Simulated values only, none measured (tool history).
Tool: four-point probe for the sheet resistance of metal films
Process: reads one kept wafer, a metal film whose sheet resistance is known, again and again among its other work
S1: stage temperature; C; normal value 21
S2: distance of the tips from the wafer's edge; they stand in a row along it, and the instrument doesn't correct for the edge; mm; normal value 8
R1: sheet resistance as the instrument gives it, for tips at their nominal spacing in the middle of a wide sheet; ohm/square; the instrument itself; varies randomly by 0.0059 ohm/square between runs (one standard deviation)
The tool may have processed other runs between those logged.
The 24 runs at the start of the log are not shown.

run,hour,S1,S2,R1
25,2360.5,20,26,29.274666
26,2439.3,22,5,29.490409
27,2545.6,27,5,29.414904
28,2654.3,31,7,29.252481
29,2745.2,19,6,29.443801
30,2848,25,10,29.246374
31,2967,25,10,29.239833
32,3031,25,10,29.244007
33,3123.9,21,12,29.274471
34,3199.8,21,12,29.266713
35,3276,27,4,29.53785
36,3347.4,29,18,29.140619
37,3441.2,18,65,29.265302
38,3500.1,19,8,29.339697
39,3611.1,21,12,29.261297
40,3666.6,33,3,29.748276
41,3763.3,33,3,29.750679

Run 42 has not been measured yet. What should we expect?
42,3858.5,33,3,?

Run 42 came out at R1 29.749583 ohm/square.
If the tool had no hidden condition, the same run with the same run-to-run variation would have returned R1 30.153192 ohm/square.

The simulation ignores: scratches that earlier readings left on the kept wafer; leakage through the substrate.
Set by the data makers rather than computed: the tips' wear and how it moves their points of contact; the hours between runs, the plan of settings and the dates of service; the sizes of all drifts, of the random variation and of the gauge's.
